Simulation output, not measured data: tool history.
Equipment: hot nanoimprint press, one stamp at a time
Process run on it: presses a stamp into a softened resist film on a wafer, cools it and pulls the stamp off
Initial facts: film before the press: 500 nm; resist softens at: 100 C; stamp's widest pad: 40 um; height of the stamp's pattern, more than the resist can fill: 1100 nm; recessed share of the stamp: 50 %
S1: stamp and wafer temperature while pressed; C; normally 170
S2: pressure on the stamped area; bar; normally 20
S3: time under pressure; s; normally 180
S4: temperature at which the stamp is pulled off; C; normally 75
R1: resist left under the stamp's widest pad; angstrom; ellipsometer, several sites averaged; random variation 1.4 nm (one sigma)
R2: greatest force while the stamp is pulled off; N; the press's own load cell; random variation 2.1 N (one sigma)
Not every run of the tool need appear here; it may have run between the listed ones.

run	day	S1	S2	S3	S4	R1	R2
1	0	170	20	180	75	2394	115
2	0.379	170	20	111	75	2827	116
3	0.633	170	20	311	75	1952	117
4	0.988	170	20	311	75	1962	120
5	1.412	170	13.7	180	75	2808	121
6	1.721	170	13.7	180	75	2823	121
7	1.9	170	13.7	180	75	2819	115
8	2.112	170	13.7	180	75	2861	124
9	2.342	170	16.3	112	75	3039	117
10	2.629	170	22	347	68	1830	136
11	2.958	170	19	347	68	1932	133
12	3.217	179	20	272	75	1377	123
13	3.5	167	20	126	75	3114	123

Forecast each of these 3 alternatives for the next run:
A	3.725	167	15.8	126	75	?	?
B	3.725	165	20	180	75	?	?
C	3.725	167	18	258	80	?	?

run	R1	R2
A	3315	124
B	3008	125
C	2565	123
With no hidden state in the tool, these same runs would have given:
run	R1	R2
A	3125	96
B	2804	97
C	2377	95
